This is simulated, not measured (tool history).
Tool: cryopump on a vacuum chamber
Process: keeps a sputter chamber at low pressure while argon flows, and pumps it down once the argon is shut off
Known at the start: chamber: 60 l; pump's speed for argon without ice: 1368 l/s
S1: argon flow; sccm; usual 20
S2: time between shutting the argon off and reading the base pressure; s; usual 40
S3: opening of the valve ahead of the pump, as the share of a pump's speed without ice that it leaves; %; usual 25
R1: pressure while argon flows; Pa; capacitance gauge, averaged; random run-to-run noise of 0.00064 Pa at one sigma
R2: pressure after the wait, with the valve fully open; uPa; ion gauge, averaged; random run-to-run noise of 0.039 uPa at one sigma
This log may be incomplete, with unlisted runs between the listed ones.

Run 1, hour 0.0: usual settings. Result: R1 0.1097 Pa, R2 2.63 uPa.
At hour 45.1: pump warmed up, emptied and cooled again.
Run 2, hour 54.6: usual settings but S3 26 %. Result: R1 0.0957 Pa, R2 2.51 uPa.
Run 3, hour 123.1: usual settings but S3 26 %. Result: R1 0.0966 Pa, R2 2.53 uPa.
Run 4, hour 169.2: usual settings but S2 290 s, S3 26 %. Result: R1 0.0973 Pa, R2 0.87 uPa.
Run 5, hour 231.0: usual settings but S2 290 s, S3 26 %. Result: R1 0.0990 Pa, R2 0.97 uPa.
Run 6, hour 272.8: usual settings but S1 11 sccm, S2 290 s, S3 26 %. Result: R1 0.0562 Pa, R2 0.94 uPa.
Run 7, hour 308.7: usual settings but S1 19 sccm, S2 290 s, S3 26 %. Result: R1 0.0973 Pa, R2 1.03 uPa.
Run 8, hour 346.2: usual settings but S3 24 %. Result: R1 0.1095 Pa, R2 2.79 uPa.
Run 9, hour 378.7: usual settings. Result: R1 0.1089 Pa, R2 2.78 uPa.
Run 10, hour 411.5: usual settings but S3 50 %. Result: R1 0.0603 Pa, R2 2.80 uPa.
At hour 475.2: pump warmed up, emptied and cooled again.
Run 11, hour 476.7: usual settings but S3 50 %. Result: R1 0.0495 Pa, R2 2.60 uPa.
Run 12, hour 535.7: usual settings but S3 50 %. Result: R1 0.0507 Pa, R2 2.63 uPa.
Run 13, hour 602.6: usual settings but S1 30 sccm. Result: R1 0.1535 Pa, R2 2.63 uPa.
Run 14, hour 644.2: usual settings but S1 30 sccm. Result: R1 0.1544 Pa, R2 2.69 uPa.
Run 15, hour 676.9: usual settings but S1 30 sccm. Result: R1 0.1553 Pa, R2 2.80 uPa.
Run 16, hour 736.5: usual settings but S1 30 sccm. Result: R1 0.1577 Pa, R2 2.79 uPa.
Run 17, hour 802.6: usual settings. Result: R1 0.1083 Pa, R2 2.85 uPa.
Run 18, hour 850.9: usual settings but S1 19 sccm, S2 87 s. Result: R1 0.1051 Pa, R2 1.83 uPa.
At hour 906.3: pump warmed up, emptied and cooled again.
Run 19, hour 921.5: usual settings but S2 52 s, S3 33 %. Result: R1 0.0752 Pa, R2 2.10 uPa.
Run 20, hour 989.5: usual settings but S2 21 s, S3 48 %. Result: R1 0.0528 Pa, R2 4.51 uPa.
Run 21, hour 1023.2: usual settings but S1 9 sccm, S2 57 s, S3 35 %. Result: R1 0.0332 Pa, R2 2.14 uPa.
Run 22, hour 1058.5: usual settings but S2 289 s. Result: R1 0.1032 Pa, R2 1.00 uPa.
Run 23, hour 1086.1: usual settings but S1 8 sccm, S2 161 s, S3 26 %. Result: R1 0.0391 Pa, R2 1.30 uPa.
Run 24, hour 1138.2: usual settings but S1 8 sccm, S2 161 s, S3 26 %. Result: R1 0.0411 Pa, R2 1.31 uPa.
Run 25, hour 1188.0: usual settings but S1 33 sccm, S2 186 s, S3 31 %. Result: R1 0.1430 Pa, R2 1.26 uPa.
Run 26, hour 1222.9: usual settings but S1 33 sccm, S2 186 s, S3 31 %. Result: R1 0.1468 Pa, R2 1.37 uPa.
Run 27, hour 1286.7: usual settings but S1 10 sccm, S2 267 s. Result: R1 0.0558 Pa, R2 1.33 uPa.
At hour 1335.2: pump warmed up, emptied and cooled again.
Run 28, hour 1335.2: usual settings but S1 10 sccm, S2 267 s. Result: R1 0.0499 Pa, R2 1.01 uPa.
Run 29, hour 1379.3: usual settings but S1 10 sccm. Result: R1 0.0502 Pa, R2 2.80 uPa.
Run 30, hour 1419.2: usual settings but S1 9 sccm, S2 24 s, S3 41 %. Result: R1 0.0279 Pa, R2 4.05 uPa.
Run 31, hour 1457.7: usual settings but S1 9 sccm, S2 24 s, S3 41 %. Result: R1 0.0292 Pa, R2 4.23 uPa.

Run 32 comes next. What will it give?
Run 32, hour 1525.5: usual settings but S1 39 sccm, S2 136 s, S3 49 %. Result: R1 ?, R2 ?.

R1: 0.1085 Pa
R2: 1.47 uPa
Were there no unlogged condition in the tool, this run, its random variation unchanged, would have produced R1 0.0989 Pa, R2 0.84 uPa.

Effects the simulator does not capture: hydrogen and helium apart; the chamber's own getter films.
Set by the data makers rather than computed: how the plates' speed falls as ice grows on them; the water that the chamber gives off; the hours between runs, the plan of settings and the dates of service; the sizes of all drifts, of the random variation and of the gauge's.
